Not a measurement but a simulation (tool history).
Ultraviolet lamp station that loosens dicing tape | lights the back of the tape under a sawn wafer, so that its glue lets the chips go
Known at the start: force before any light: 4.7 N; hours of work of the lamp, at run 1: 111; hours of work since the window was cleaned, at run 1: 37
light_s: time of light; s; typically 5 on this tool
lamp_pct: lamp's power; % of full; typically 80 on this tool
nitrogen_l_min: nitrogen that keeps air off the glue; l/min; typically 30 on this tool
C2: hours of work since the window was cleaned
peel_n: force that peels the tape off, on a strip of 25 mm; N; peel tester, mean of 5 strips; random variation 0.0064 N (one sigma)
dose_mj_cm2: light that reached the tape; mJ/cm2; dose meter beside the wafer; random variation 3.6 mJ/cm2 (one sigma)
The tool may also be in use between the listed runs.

run 1 hour=0 | light_s=5 lamp_pct=80 nitrogen_l_min=30 | hours_of_work_of_the_lamp=111 C2=37 | peel_n=0.205 dose_mj_cm2=574
run 2 hour=21.5 | light_s=5 lamp_pct=80 nitrogen_l_min=30 | hours_of_work_of_the_lamp=122 C2=48 | peel_n=0.213 dose_mj_cm2=563
run 3 hour=36.5 | light_s=5 lamp_pct=80 nitrogen_l_min=30 | hours_of_work_of_the_lamp=130 C2=55 | peel_n=0.222 dose_mj_cm2=564
run 4 hour=59.3 | light_s=5 lamp_pct=80 nitrogen_l_min=30 | hours_of_work_of_the_lamp=141 C2=67 | peel_n=0.218 dose_mj_cm2=553
run 5 hour=80.2 | light_s=5 lamp_pct=80 nitrogen_l_min=30 | hours_of_work_of_the_lamp=152 C2=78 | peel_n=0.22 dose_mj_cm2=551
run 6 hour=98.2 | light_s=5 lamp_pct=80 nitrogen_l_min=30 | hours_of_work_of_the_lamp=161 C2=87 | peel_n=0.212 dose_mj_cm2=546
run 7 hour=110.7 | light_s=5 lamp_pct=80 nitrogen_l_min=30 | hours_of_work_of_the_lamp=168 C2=93 | peel_n=0.227 dose_mj_cm2=543
run 8 hour=127.3 | light_s=5 lamp_pct=80 nitrogen_l_min=30 | hours_of_work_of_the_lamp=176 C2=102 | peel_n=0.233 dose_mj_cm2=544
run 9 hour=145.1 | light_s=5 lamp_pct=78 nitrogen_l_min=30 | hours_of_work_of_the_lamp=185 C2=111 | peel_n=0.241 dose_mj_cm2=527
run 10 hour=155.5 | light_s=5 lamp_pct=78 nitrogen_l_min=30 | hours_of_work_of_the_lamp=191 C2=116 | peel_n=0.247 dose_mj_cm2=526
run 11 hour=177.1 | light_s=5 lamp_pct=78 nitrogen_l_min=30 | hours_of_work_of_the_lamp=202 C2=127 | peel_n=0.259 dose_mj_cm2=520
run 12 hour=187.5 | light_s=5 lamp_pct=78 nitrogen_l_min=30 | hours_of_work_of_the_lamp=207 C2=133 | peel_n=0.25 dose_mj_cm2=518
run 13 hour=204.6 | light_s=5 lamp_pct=92 nitrogen_l_min=30 | hours_of_work_of_the_lamp=216 C2=141 | peel_n=0.197 dose_mj_cm2=606
-- hour=206.2 window cleaned of glue's vapour
run 14 hour=220 | light_s=5 lamp_pct=92 nitrogen_l_min=30 | hours_of_work_of_the_lamp=223 C2=7 | peel_n=0.199 dose_mj_cm2=595
run 15 hour=232 | light_s=5 lamp_pct=92 nitrogen_l_min=30 | hours_of_work_of_the_lamp=229 C2=13 | peel_n=0.198 dose_mj_cm2=587
run 16 hour=246.6 | light_s=8 lamp_pct=92 nitrogen_l_min=31 | hours_of_work_of_the_lamp=237 C2=21 | peel_n=0.139 dose_mj_cm2=928
run 17 hour=267.1 | light_s=8 lamp_pct=92 nitrogen_l_min=31 | hours_of_work_of_the_lamp=247 C2=31 | peel_n=0.137 dose_mj_cm2=928
run 18 hour=288.9 | light_s=3 lamp_pct=61 nitrogen_l_min=30 | hours_of_work_of_the_lamp=259 C2=42 | peel_n=1.072 dose_mj_cm2=226
-- hour=302.6 window cleaned of glue's vapour, once more
run 19 hour=313 | light_s=5 lamp_pct=87 nitrogen_l_min=26 | hours_of_work_of_the_lamp=271 C2=5 | peel_n=0.222 dose_mj_cm2=597
run 20 hour=323.4 | light_s=5 lamp_pct=73 nitrogen_l_min=30 | hours_of_work_of_the_lamp=276 C2=11 | peel_n=0.254 dose_mj_cm2=498
run 21 hour=336.1 | light_s=2 lamp_pct=83 nitrogen_l_min=26 | hours_of_work_of_the_lamp=282 C2=17 | peel_n=1.148 dose_mj_cm2=226
run 22 hour=350.1 | light_s=4 lamp_pct=67 nitrogen_l_min=26 | hours_of_work_of_the_lamp=290 C2=24 | peel_n=0.532 dose_mj_cm2=362
run 23 hour=363.9 | light_s=4 lamp_pct=67 nitrogen_l_min=26 | hours_of_work_of_the_lamp=297 C2=31 | peel_n=0.539 dose_mj_cm2=361
run 24 hour=373.8 | light_s=2 lamp_pct=100 nitrogen_l_min=41 | hours_of_work_of_the_lamp=302 C2=36 | peel_n=0.636 dose_mj_cm2=268
run 25 hour=393.5 | light_s=2 lamp_pct=97 nitrogen_l_min=41 | hours_of_work_of_the_lamp=312 C2=47 | peel_n=0.715 dose_mj_cm2=256
run 26 hour=408.1 | light_s=2 lamp_pct=97 nitrogen_l_min=41 | hours_of_work_of_the_lamp=319 C2=54 | peel_n=0.718 dose_mj_cm2=257
run 27 hour=430.6 | light_s=5 lamp_pct=74 nitrogen_l_min=32 | hours_of_work_of_the_lamp=331 C2=66 | peel_n=0.261 dose_mj_cm2=492
run 28 hour=446.9 | light_s=5 lamp_pct=74 nitrogen_l_min=32 | hours_of_work_of_the_lamp=339 C2=74 | peel_n=0.258 dose_mj_cm2=482
run 29 hour=461 | light_s=10 lamp_pct=93 nitrogen_l_min=12 | hours_of_work_of_the_lamp=346 C2=81 | peel_n=0.159 dose_mj_cm2=1206

What if the next run were any one of these 5? Each begins from the tool's condition after run 29:
run A hour=483 | light_s=7 lamp_pct=94 nitrogen_l_min=21 | hours_of_work_of_the_lamp=358 C2=92 | peel_n=? dose_mj_cm2=?
run B hour=483 | light_s=6 lamp_pct=93 nitrogen_l_min=12 | hours_of_work_of_the_lamp=358 C2=92 | peel_n=? dose_mj_cm2=?
run C hour=483 | light_s=6 lamp_pct=70 nitrogen_l_min=30 | hours_of_work_of_the_lamp=358 C2=92 | peel_n=? dose_mj_cm2=?
run D hour=483 | light_s=6 lamp_pct=93 nitrogen_l_min=29 | hours_of_work_of_the_lamp=358 C2=92 | peel_n=? dose_mj_cm2=?
run E hour=483 | light_s=6 lamp_pct=75 nitrogen_l_min=19 | hours_of_work_of_the_lamp=358 C2=92 | peel_n=? dose_mj_cm2=?

run=A peel_n=0.157 dose_mj_cm2=846
run=B peel_n=0.279 dose_mj_cm2=721
run=C peel_n=0.225 dose_mj_cm2=548
run=D peel_n=0.161 dose_mj_cm2=717
run=E peel_n=0.293 dose_mj_cm2=578
With no hidden state in the tool, these same runs would have given:
run=A peel_n=0.143 dose_mj_cm2=975
run=B peel_n=0.217 dose_mj_cm2=830
run=C peel_n=0.179 dose_mj_cm2=630
run=D peel_n=0.144 dose_mj_cm2=826
run=E peel_n=0.229 dose_mj_cm2=666

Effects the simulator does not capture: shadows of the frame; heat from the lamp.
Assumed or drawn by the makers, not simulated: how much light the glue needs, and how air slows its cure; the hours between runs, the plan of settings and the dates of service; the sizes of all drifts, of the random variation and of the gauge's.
